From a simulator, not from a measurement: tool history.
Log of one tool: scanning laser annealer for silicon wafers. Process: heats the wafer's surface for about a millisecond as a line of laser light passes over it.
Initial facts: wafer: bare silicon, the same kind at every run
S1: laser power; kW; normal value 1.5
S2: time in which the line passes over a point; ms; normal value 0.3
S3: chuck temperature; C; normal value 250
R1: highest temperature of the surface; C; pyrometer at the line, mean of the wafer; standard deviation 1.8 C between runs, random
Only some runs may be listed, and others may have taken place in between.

Run 1, day 0: usual settings. Result: R1 1032 C.
Run 2, day 1.908: usual settings but S1 1.471 kW. Result: R1 1017 C.
Run 3, day 3: usual settings but S1 1.471 kW. Result: R1 1019 C.
Run 4, day 4.179: usual settings. Result: R1 1031 C.
Run 5, day 5.496: usual settings. Result: R1 1032 C.
Run 6, day 7.192: usual settings. Result: R1 1030 C.
Run 7, day 8.304: usual settings. Result: R1 1035 C.
Run 8, day 10.412: usual settings. Result: R1 1031 C.
Run 9, day 12.429: usual settings. Result: R1 1032 C.
Run 10, day 13.321: usual settings but S2 0.351 ms. Result: R1 1099 C.
Run 11, day 15.138: usual settings but S2 0.351 ms. Result: R1 1101 C.
Run 12, day 16.971: usual settings but S2 0.351 ms. Result: R1 1097 C.
Run 13, day 18.538: usual settings. Result: R1 1035 C.
Run 14, day 20.229: usual settings but S1 1.282 kW, S2 0.23 ms, S3 255 C. Result: R1 833 C.
Run 15, day 21.921: usual settings but S1 1.621 kW, S2 0.347 ms, S3 258 C. Result: R1 1174 C.
Run 16, day 23.725: usual settings but S1 1.589 kW, S2 0.303 ms, S3 258 C. Result: R1 1093 C.
Run 17, day 24.8: usual settings but S1 1.589 kW, S2 0.303 ms, S3 258 C. Result: R1 1093 C.
Run 18, day 26.858: usual settings but S1 1.287 kW, S2 0.378 ms, S3 258 C. Result: R1 1011 C.
Run 19, day 28.388: usual settings but S1 1.287 kW, S2 0.378 ms, S3 258 C. Result: R1 1011 C.
Run 20, day 30.462: usual settings but S1 1.354 kW, S2 0.29 ms, S3 241 C. Result: R1 934 C.
Run 21, day 31.583: usual settings but S1 1.339 kW, S3 274 C. Result: R1 968 C.
Run 22, day 33.396: usual settings but S1 1.339 kW, S3 274 C. Result: R1 971 C.
Run 23, day 34.35: usual settings but S2 0.293 ms. Result: R1 1023 C.
Run 24, day 35.358: usual settings but S1 1.342 kW, S2 0.371 ms, S3 212 C. Result: R1 991 C.
Run 25, day 36.771: usual settings but S1 1.342 kW, S2 0.371 ms, S3 212 C. Result: R1 991 C.
Run 26, day 38.088: usual settings but S1 1.446 kW, S2 0.338 ms, S3 222 C. Result: R1 1020 C.

Put back what was entered between runs (1 entry, withheld): which listed runs does each sit between, and how does the hidden state differ from the listed run before to the listed run after?
After run 10, before run 11: window over the wafer cleaned (day 14.042)
  light that passes the window, % of a clean one's: 99.9 -> 99.99
